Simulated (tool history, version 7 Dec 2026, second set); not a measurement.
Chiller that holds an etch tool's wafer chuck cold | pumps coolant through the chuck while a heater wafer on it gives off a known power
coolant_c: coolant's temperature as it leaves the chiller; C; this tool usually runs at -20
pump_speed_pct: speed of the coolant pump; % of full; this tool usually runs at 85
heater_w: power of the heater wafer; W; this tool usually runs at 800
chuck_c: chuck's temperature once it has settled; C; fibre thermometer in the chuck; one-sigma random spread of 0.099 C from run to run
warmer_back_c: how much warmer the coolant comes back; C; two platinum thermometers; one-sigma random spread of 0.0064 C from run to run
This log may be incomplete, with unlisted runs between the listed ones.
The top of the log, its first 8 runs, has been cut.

run,day,coolant_c,pump_speed_pct,heater_w,chuck_c,warmer_back_c
9,14.512,-20,85,800,-14.02,1.633
10,15.788,-20,85,800,-14.24,1.639
11,17.229,-20,85,800,-14.20,1.645
12,19.092,-20,85,800,-14.13,1.644
13,21.738,-20,85,800,-14.20,1.655
14,24.012,-20,85,800,-13.93,1.657
15,25.308,-20,85,800,-14.10,1.652
16,27.754,-20,85,800,-13.94,1.649
17,29.354,-21,89,684,-15.91,1.340
18,31.833,-21,89,684,-15.99,1.341
19,33.962,-23,66,800,-16.25,2.192
20,35.500,-23,66,800,-15.96,2.201
21,36.667,-17,94,1074,-9.51,1.968
22,39.475,-25,61,776,-17.83,2.342
23,41.788,-25,81,776,-18.99,1.696
# day 42.904: chiller's thermometer calibrated
24,43.679,-25,81,776,-19.69,1.689
25,45.679,-25,81,776,-19.61,1.695
26,47.650,-20,83,501,-16.67,1.059
27,49.142,-20,83,501,-16.62,1.066
28,50.650,-20,83,501,-16.49,1.064
29,52.321,-20,83,501,-16.57,1.067
30,54.738,-20,83,1112,-12.52,2.365
31,56.429,-30,100,474,-27.21,0.814
32,58.000,-30,100,474,-27.16,0.817

Here are 3 independent what-if runs from the current tool condition. What would each one return?
A,60.121,-21,100,474,?,?
B,60.121,-20,86,950,?,?
C,60.121,-12,79,800,?,?

run,chuck_c,warmer_back_c
A,-18.18,0.812
B,-13.76,1.953
C,-6.35,1.804
Without the tool's hidden state the same runs would have given:
run,chuck_c,warmer_back_c
A,-18.29,0.798
B,-14.01,1.919
C,-6.56,1.773
